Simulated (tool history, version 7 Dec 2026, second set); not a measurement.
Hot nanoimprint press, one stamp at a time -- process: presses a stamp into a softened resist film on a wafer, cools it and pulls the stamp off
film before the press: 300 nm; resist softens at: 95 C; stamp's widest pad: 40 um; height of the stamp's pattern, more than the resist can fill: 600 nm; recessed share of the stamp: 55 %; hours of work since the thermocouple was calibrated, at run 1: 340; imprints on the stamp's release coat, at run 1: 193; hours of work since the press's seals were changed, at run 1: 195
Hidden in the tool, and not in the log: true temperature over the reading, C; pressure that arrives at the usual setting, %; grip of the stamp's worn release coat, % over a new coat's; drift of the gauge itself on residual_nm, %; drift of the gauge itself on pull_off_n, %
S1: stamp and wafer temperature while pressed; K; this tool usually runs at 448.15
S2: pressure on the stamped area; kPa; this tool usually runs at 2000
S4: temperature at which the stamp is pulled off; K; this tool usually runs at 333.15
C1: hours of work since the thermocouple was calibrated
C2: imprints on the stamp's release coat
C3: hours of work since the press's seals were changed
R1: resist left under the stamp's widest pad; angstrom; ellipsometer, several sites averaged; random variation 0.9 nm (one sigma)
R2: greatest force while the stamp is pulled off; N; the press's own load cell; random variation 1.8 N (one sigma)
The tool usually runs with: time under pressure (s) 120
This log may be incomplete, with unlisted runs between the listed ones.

Run 1, hour 0.0: usual settings; C1 340; C2 193; C3 195. Result: R1 1657 angstrom, R2 106 N.
At hour 11.1: plate thermocouple calibrated.
Run 2, hour 11.5: usual settings; C1 0; C2 243; C3 202. Result: R1 1673 angstrom, R2 107 N.
Run 3, hour 19.8: usual settings; C1 7; C2 292; C3 208. Result: R1 1649 angstrom, R2 106 N.
Run 4, hour 27.9: usual settings but S4 325.15 K; C1 13; C2 341; C3 215. Result: R1 1656 angstrom, R2 113 N.
Run 5, hour 33.9: usual settings but S4 325.15 K; C1 18; C2 376; C3 219. Result: R1 1664 angstrom, R2 117 N.
Run 6, hour 37.9: usual settings but S1 458.15 K, S4 325.15 K; C1 21; C2 400; C3 223. Result: R1 1205 angstrom, R2 115 N.
Run 7, hour 44.8: usual settings but S1 458.15 K, S4 325.15 K; C1 27; C2 441; C3 228. Result: R1 1215 angstrom, R2 112 N.
Run 8, hour 51.0: usual settings but S1 438.15 K, S2 2140 kPa, time under pressure (s) 109; C1 32; C2 477; C3 233. Result: R1 2205 angstrom, R2 107 N.
Run 9, hour 58.7: usual settings but S4 327.15 K; C1 38; C2 523; C3 239. Result: R1 1647 angstrom, R2 113 N.
Run 10, hour 63.7: usual settings but S1 443.15 K, S2 2170 kPa; C1 42; C2 552; C3 243. Result: R1 1864 angstrom, R2 105 N.

For each entry between runs, how does the tool's hidden state at the last listed run before it compare with that at the first listed run after it?
After run 1, before run 2: plate thermocouple calibrated (hour 11.1)
  true temperature over the reading, C: -0.04 -> 0; grip of the stamp's worn release coat, % over a new coat's: 0.2 -> 0.3; drift of the gauge itself on residual_nm, %: 0 -> -0.17
  the result without the hidden state subtracted from the measured one, R1: +2 -> -2 angstrom
